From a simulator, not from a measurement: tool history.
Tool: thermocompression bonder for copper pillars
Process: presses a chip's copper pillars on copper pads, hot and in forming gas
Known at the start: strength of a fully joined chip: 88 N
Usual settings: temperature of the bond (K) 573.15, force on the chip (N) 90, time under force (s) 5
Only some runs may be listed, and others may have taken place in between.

| run | hour | temperature of the bond (K) | force on the chip (N) | time under force (s) | force that shears a chip off (N) |
|---|---|---|---|---|---|
| 1 | 0 | 573.15 | 90 | 5 | 42.1 |
| 2 | 29.8 | 573.15 | 90 | 5 | 41 |
| 3 | 48.7 | 573.15 | 90 | 5 | 41.1 |
| 4 | 78.9 | 573.15 | 90 | 5 | 40.5 |
| 5 | 94.4 | 573.15 | 90 | 5 | 39.9 |
|  | 104.8 | forming gas filter changed |
| 6 | 130.8 | 573.15 | 90 | 5 | 44.2 |
| 7 | 155.9 | 573.15 | 90 | 5 | 42.5 |
| 8 | 177.8 | 573.15 | 128 | 5 | 52.4 |
| 9 | 208.6 | 562.15 | 128 | 5 | 44.6 |
| 10 | 234.1 | 562.15 | 128 | 5 | 42.7 |
| 11 | 262.2 | 562.15 | 128 | 5 | 43.7 |
| 12 | 296.8 | 573.15 | 90 | 5 | 40.4 |
| 13 | 324.8 | 573.15 | 90 | 5 | 39.9 |
|  | 331.1 | forming gas filter changed |
| 14 | 343.5 | 573.15 | 90 | 5 | 43.4 |
| 15 | 370.7 | 573.15 | 90 | 5 | 43.3 |
| 16 | 391.3 | 573.15 | 90 | 5 | 42.7 |
| 17 | 423.1 | 573.15 | 90 | 5 | 42.9 |
| 18 | 448.8 | 573.15 | 110 | 8 | 53.8 |
| 19 | 481.9 | 573.15 | 58 | 3 | 25.7 |
| 20 | 507.6 | 573.15 | 90 | 5 | 39.4 |
| 21 | 538.1 | 591.15 | 90 | 10 | 59.5 |
|  | 556.5 | forming gas filter changed |
| 22 | 574.8 | 573.15 | 126 | 5 | 52.3 |
| 23 | 599.3 | 573.15 | 126 | 5 | 50.7 |
| 24 | 634.4 | 573.15 | 90 | 6 | 44.6 |
| 25 | 664.1 | 580.15 | 132 | 5 | 53.9 |
|  | 668 | heater calibrated with a thermocouple chip |
| 26 | 698.2 | 580.15 | 132 | 5 | 59.2 |
| 27 | 717.9 | 573.15 | 69 | 15 | 54 |
| 28 | 743.3 | 551.15 | 63 | 7 | 29.3 |
| 29 | 775 | 551.15 | 63 | 7 | 29.1 |
|  | 783.4 | forming gas filter changed |
| 30 | 799.3 | 560.15 | 90 | 5 | 40.8 |
| 31 | 824 | 573.15 | 103 | 7 | 55.1 |
| 32 | 856.4 | 582.15 | 118 | 9 | 66.7 |
| 33 | 884.2 | 582.15 | 118 | 9 | 66 |
| 34 | 917.1 | 575.15 | 65 | 8 | 44.5 |

Alternative continuations, all from the tool just after run 34; predict every row:
| A | 952.1 | 573.15 | 65 | 6 | ? |
| B | 952.1 | 573.15 | 73 | 5 | ? |
| C | 952.1 | 573.15 | 61 | 5 | ? |

| run | force that shears a chip off (N) |
|---|---|
| A | 38.5 |
| B | 38.4 |
| C | 34.8 |
Take away the tool's hidden state, keep each run's random variation, and the runs would have read:
| run | force that shears a chip off (N) |
|---|---|
| A | 41.9 |
| B | 41.8 |
| C | 37.8 |
